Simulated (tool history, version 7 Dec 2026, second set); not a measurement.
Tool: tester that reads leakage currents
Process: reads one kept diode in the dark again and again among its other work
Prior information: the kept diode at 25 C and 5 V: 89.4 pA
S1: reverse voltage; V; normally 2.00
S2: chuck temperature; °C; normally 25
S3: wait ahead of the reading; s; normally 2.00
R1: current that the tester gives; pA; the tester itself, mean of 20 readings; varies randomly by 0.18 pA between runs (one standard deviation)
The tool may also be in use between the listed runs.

run,hour,S1,S2,S3,R1
1,0.0,2.00,25,2.00,58.64
2,91.2,2.00,25,2.00,59.14
3,220.4,2.00,25,2.00,58.67
4,319.8,2.00,25,2.00,58.59
5,441.8,2.00,25,2.00,58.15
6,518.6,2.00,25,0.83,58.04
7,606.5,7.48,46,7.82,692.16
8,725.9,7.82,21,0.48,78.18
9,828.7,7.82,21,0.48,78.09
10,919.0,2.00,32,8.62,109.55

Run 11 comes next. What will it give?
11,1027.6,2.00,51,4.54,?

Run 11 came out at R1 550.17 pA.
The same run, on a tool lacking any hidden state, would have yielded R1 559.98 pA.
